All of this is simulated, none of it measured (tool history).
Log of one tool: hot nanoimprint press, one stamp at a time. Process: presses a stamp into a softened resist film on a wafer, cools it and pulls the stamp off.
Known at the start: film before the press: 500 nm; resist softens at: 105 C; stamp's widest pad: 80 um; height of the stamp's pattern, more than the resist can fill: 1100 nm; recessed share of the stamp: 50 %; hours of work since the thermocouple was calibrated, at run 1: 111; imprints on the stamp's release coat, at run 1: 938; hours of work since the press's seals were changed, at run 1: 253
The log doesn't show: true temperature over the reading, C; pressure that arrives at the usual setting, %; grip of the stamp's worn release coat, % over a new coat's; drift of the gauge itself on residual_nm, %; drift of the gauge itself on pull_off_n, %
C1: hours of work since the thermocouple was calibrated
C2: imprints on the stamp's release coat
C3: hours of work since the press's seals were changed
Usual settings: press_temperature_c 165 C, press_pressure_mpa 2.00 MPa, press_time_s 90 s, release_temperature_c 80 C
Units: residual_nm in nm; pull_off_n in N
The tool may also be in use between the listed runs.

run 1 hour=0.0 | press_temperature_c=165 press_pressure_mpa=2.00 press_time_s=90 release_temperature_c=80 | C1=111 C2=938 C3=253 | residual_nm=260.4 pull_off_n=234
run 2 hour=14.5 | press_temperature_c=165 press_pressure_mpa=2.00 press_time_s=90 release_temperature_c=80 | C1=117 C2=974 C3=259 | residual_nm=259.7 pull_off_n=228
run 3 hour=24.6 | press_temperature_c=165 press_pressure_mpa=2.00 press_time_s=90 release_temperature_c=80 | C1=122 C2=998 C3=264 | residual_nm=257.3 pull_off_n=250
run 4 hour=34.9 | press_temperature_c=165 press_pressure_mpa=2.00 press_time_s=90 release_temperature_c=80 | C1=126 C2=1024 C3=268 | residual_nm=258.5 pull_off_n=246
run 5 hour=49.9 | press_temperature_c=165 press_pressure_mpa=2.00 press_time_s=90 release_temperature_c=80 | C1=132 C2=1060 C3=274 | residual_nm=259.5 pull_off_n=244
run 6 hour=57.0 | press_temperature_c=165 press_pressure_mpa=2.00 press_time_s=90 release_temperature_c=80 | C1=135 C2=1077 C3=277 | residual_nm=254.4 pull_off_n=237
-- hour=64.5 stamp cleaned and given a new release coat
run 7 hour=70.5 | press_temperature_c=165 press_pressure_mpa=2.00 press_time_s=90 release_temperature_c=80 | C1=138 C2=15 C3=280 | residual_nm=257.4 pull_off_n=233
run 8 hour=78.7 | press_temperature_c=165 press_pressure_mpa=2.00 press_time_s=90 release_temperature_c=80 | C1=142 C2=35 C3=284 | residual_nm=256.5 pull_off_n=231
run 9 hour=86.3 | press_temperature_c=165 press_pressure_mpa=2.00 press_time_s=90 release_temperature_c=80 | C1=145 C2=53 C3=287 | residual_nm=256.4 pull_off_n=240
run 10 hour=98.7 | press_temperature_c=165 press_pressure_mpa=2.00 press_time_s=113 release_temperature_c=80 | C1=150 C2=83 C3=292 | residual_nm=234.8 pull_off_n=237
run 11 hour=105.8 | press_temperature_c=165 press_pressure_mpa=2.00 press_time_s=113 release_temperature_c=65 | C1=153 C2=101 C3=295 | residual_nm=234.5 pull_off_n=271
run 12 hour=118.2 | press_temperature_c=165 press_pressure_mpa=2.00 press_time_s=127 release_temperature_c=80 | C1=158 C2=131 C3=300 | residual_nm=226.3 pull_off_n=237
run 13 hour=132.2 | press_temperature_c=165 press_pressure_mpa=2.00 press_time_s=127 release_temperature_c=80 | C1=164 C2=165 C3=306 | residual_nm=223.4 pull_off_n=237
run 14 hour=145.2 | press_temperature_c=165 press_pressure_mpa=2.00 press_time_s=127 release_temperature_c=80 | C1=170 C2=197 C3=312 | residual_nm=224.7 pull_off_n=236
run 15 hour=161.4 | press_temperature_c=165 press_pressure_mpa=2.00 press_time_s=127 release_temperature_c=80 | C1=176 C2=236 C3=318 | residual_nm=222.2 pull_off_n=237
run 16 hour=176.1 | press_temperature_c=164 press_pressure_mpa=1.43 press_time_s=127 release_temperature_c=80 | C1=182 C2=272 C3=325 | residual_nm=268.2 pull_off_n=227
run 17 hour=188.2 | press_temperature_c=163 press_pressure_mpa=1.43 press_time_s=127 release_temperature_c=81 | C1=188 C2=302 C3=330 | residual_nm=277.3 pull_off_n=224
run 18 hour=199.6 | press_temperature_c=159 press_pressure_mpa=2.42 press_time_s=105 release_temperature_c=78 | C1=192 C2=330 C3=334 | residual_nm=298.1 pull_off_n=239
run 19 hour=207.0 | press_temperature_c=171 press_pressure_mpa=2.42 press_time_s=105 release_temperature_c=78 | C1=195 C2=348 C3=337 | residual_nm=163.3 pull_off_n=235
run 20 hour=215.6 | press_temperature_c=174 press_pressure_mpa=1.46 press_time_s=48 release_temperature_c=83 | C1=199 C2=369 C3=341 | residual_nm=241.1 pull_off_n=236
run 21 hour=226.1 | press_temperature_c=165 press_pressure_mpa=2.00 press_time_s=74 release_temperature_c=80 | C1=203 C2=394 C3=345 | residual_nm=269.4 pull_off_n=238
run 22 hour=236.4 | press_temperature_c=157 press_pressure_mpa=3.06 press_time_s=172 release_temperature_c=85 | C1=208 C2=419 C3=350 | residual_nm=250.8 pull_off_n=225
run 23 hour=244.9 | press_temperature_c=165 press_pressure_mpa=2.03 press_time_s=143 release_temperature_c=80 | C1=211 C2=440 C3=353 | residual_nm=210.9 pull_off_n=232
-- hour=252.6 gauge calibrated
run 24 hour=258.2 | press_temperature_c=165 press_pressure_mpa=2.03 press_time_s=143 release_temperature_c=80 | C1=217 C2=472 C3=359 | residual_nm=215.0 pull_off_n=237
run 25 hour=268.5 | press_temperature_c=165 press_pressure_mpa=2.03 press_time_s=143 release_temperature_c=80 | C1=221 C2=498 C3=363 | residual_nm=215.4 pull_off_n=233
run 26 hour=279.4 | press_temperature_c=165 press_pressure_mpa=2.03 press_time_s=143 release_temperature_c=85 | C1=226 C2=524 C3=368 | residual_nm=214.8 pull_off_n=231
run 27 hour=290.9 | press_temperature_c=165 press_pressure_mpa=1.52 press_time_s=62 release_temperature_c=85 | C1=230 C2=552 C3=373 | residual_nm=320.2 pull_off_n=232
run 28 hour=304.2 | press_temperature_c=165 press_pressure_mpa=1.52 press_time_s=62 release_temperature_c=85 | C1=236 C2=585 C3=378 | residual_nm=322.3 pull_off_n=234
run 29 hour=319.5 | press_temperature_c=165 press_pressure_mpa=2.00 press_time_s=85 release_temperature_c=80 | C1=242 C2=622 C3=384 | residual_nm=261.7 pull_off_n=232
run 30 hour=326.6 | press_temperature_c=165 press_pressure_mpa=2.00 press_time_s=85 release_temperature_c=80 | C1=245 C2=639 C3=387 | residual_nm=261.8 pull_off_n=241

Forecast each of these 4 alternatives for the next run:
run A hour=339.1 | press_temperature_c=159 press_pressure_mpa=2.00 press_time_s=85 release_temperature_c=80 | C1=251 C2=670 C3=393 | residual_nm=? pull_off_n=?
run B hour=339.1 | press_temperature_c=176 press_pressure_mpa=2.00 press_time_s=75 release_temperature_c=67 | C1=251 C2=670 C3=393 | residual_nm=? pull_off_n=?
run C hour=339.1 | press_temperature_c=165 press_pressure_mpa=2.00 press_time_s=109 release_temperature_c=82 | C1=251 C2=670 C3=393 | residual_nm=? pull_off_n=?
run D hour=339.1 | press_temperature_c=153 press_pressure_mpa=2.00 press_time_s=90 release_temperature_c=80 | C1=251 C2=670 C3=393 | residual_nm=? pull_off_n=?

run=A residual_nm=335.9 pull_off_n=239
run=B residual_nm=165.2 pull_off_n=262
run=C residual_nm=238.4 pull_off_n=240
run=D residual_nm=406.3 pull_off_n=237
Without the tool's hidden state the same runs would have given:
run=A residual_nm=339.2 pull_off_n=238
run=B residual_nm=166.8 pull_off_n=261
run=C residual_nm=240.8 pull_off_n=239
run=D residual_nm=410.1 pull_off_n=236
